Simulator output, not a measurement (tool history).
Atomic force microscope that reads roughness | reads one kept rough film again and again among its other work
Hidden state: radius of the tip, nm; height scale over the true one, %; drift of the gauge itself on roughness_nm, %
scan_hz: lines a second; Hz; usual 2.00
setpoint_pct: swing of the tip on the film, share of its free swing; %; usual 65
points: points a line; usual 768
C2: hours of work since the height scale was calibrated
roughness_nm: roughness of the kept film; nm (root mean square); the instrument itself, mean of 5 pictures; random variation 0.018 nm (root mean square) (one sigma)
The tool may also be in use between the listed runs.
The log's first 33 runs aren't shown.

Run 34, hour 812.2: usual settings but scan_hz 2.09 Hz, setpoint_pct 70 %, points 273; pictures with this tip 320; C2 614. Result: roughness_nm 2.999 nm (root mean square).
At hour 832.3: new tip fitted.
Run 35, hour 840.2: usual settings but scan_hz 2.09 Hz, setpoint_pct 70 %, points 273; pictures with this tip 15; C2 631. Result: roughness_nm 4.090 nm (root mean square).
Run 36, hour 873.2: usual settings but scan_hz 2.09 Hz, setpoint_pct 83 %, points 260; pictures with this tip 78; C2 651. Result: roughness_nm 3.687 nm (root mean square).
Run 37, hour 906.3: usual settings but setpoint_pct 73 %; pictures with this tip 142; C2 672. Result: roughness_nm 3.601 nm (root mean square).
Run 38, hour 928.9: usual settings but scan_hz 1.34 Hz, setpoint_pct 59 %, points 501; pictures with this tip 185; C2 686. Result: roughness_nm 3.565 nm (root mean square).
Run 39, hour 961.3: usual settings but scan_hz 1.34 Hz, setpoint_pct 77 %, points 405; pictures with this tip 247; C2 706. Result: roughness_nm 3.254 nm (root mean square).
Run 40, hour 986.7: usual settings but scan_hz 3.92 Hz, setpoint_pct 77 %, points 788; pictures with this tip 296; C2 722. Result: roughness_nm 2.961 nm (root mean square).
Run 41, hour 1006.1: usual settings but scan_hz 3.92 Hz, setpoint_pct 74 %, points 788; pictures with this tip 333; C2 734. Result: roughness_nm 2.895 nm (root mean square).
At hour 1018.5: new tip fitted.
Run 42, hour 1035.4: usual settings but scan_hz 3.92 Hz, setpoint_pct 56 %, points 897; pictures with this tip 32; C2 751. Result: roughness_nm 4.273 nm (root mean square).
Run 43, hour 1064.9: usual settings but points 330; pictures with this tip 89; C2 770. Result: roughness_nm 3.918 nm (root mean square).
Run 44, hour 1097.9: usual settings but scan_hz 1.40 Hz, points 473; pictures with this tip 152; C2 790. Result: roughness_nm 3.743 nm (root mean square).
Run 45, hour 1131.5: usual settings but scan_hz 1.40 Hz, points 473; pictures with this tip 217; C2 811. Result: roughness_nm 3.481 nm (root mean square).
Run 46, hour 1146.2: usual settings but scan_hz 1.40 Hz, setpoint_pct 61 %, points 473; pictures with this tip 245; C2 820. Result: roughness_nm 3.419 nm (root mean square).
Run 47, hour 1167.3: usual settings but scan_hz 1.40 Hz, setpoint_pct 61 %, points 473; pictures with this tip 285; C2 833. Result: roughness_nm 3.283 nm (root mean square).
Run 48, hour 1190.5: usual settings but scan_hz 0.75 Hz, setpoint_pct 62 %, points 755; pictures with this tip 330; C2 848. Result: roughness_nm 3.161 nm (root mean square).
At hour 1204.2: new tip fitted.
Run 49, hour 1217.0: usual settings but scan_hz 2.74 Hz, points 976; pictures with this tip 25; C2 864. Result: roughness_nm 4.156 nm (root mean square).
Run 50, hour 1245.9: usual settings but scan_hz 0.74 Hz, setpoint_pct 58 %, points 259; pictures with this tip 80; C2 882. Result: roughness_nm 3.872 nm (root mean square).
Run 51, hour 1275.3: usual settings but scan_hz 3.83 Hz, setpoint_pct 72 %, points 1008; pictures with this tip 136; C2 900. Result: roughness_nm 3.519 nm (root mean square).
Run 52, hour 1293.9: usual settings but scan_hz 3.83 Hz, setpoint_pct 72 %, points 1008; pictures with this tip 172; C2 911. Result: roughness_nm 3.382 nm (root mean square).
Run 53, hour 1310.6: usual settings but scan_hz 3.83 Hz, setpoint_pct 55 %, points 434; pictures with this tip 204; C2 922. Result: roughness_nm 3.370 nm (root mean square).

4 ways to go on from here, each from the tool as it stands after run 53. What would each give?
Run A, hour 1326.6: usual settings but scan_hz 0.67 Hz, setpoint_pct 57 %, points 402; pictures with this tip 235; C2 932. Result: roughness_nm ?.
Run B, hour 1326.6: usual settings but setpoint_pct 79 %; pictures with this tip 235; C2 932. Result: roughness_nm ?.
Run C, hour 1326.6: usual settings but scan_hz 3.83 Hz, setpoint_pct 72 %, points 925; pictures with this tip 235; C2 932. Result: roughness_nm ?.
Run D, hour 1326.6: usual settings but scan_hz 1.19 Hz, setpoint_pct 72 %, points 260; pictures with this tip 235; C2 932. Result: roughness_nm ?.

run  roughness_nm
  A         3.364
  B         3.219
  C         3.179
  D         3.220
Without the tool's hidden state the same runs would have given:
run  roughness_nm
  A         4.445
  B         4.255
  C         4.204
  D         4.253
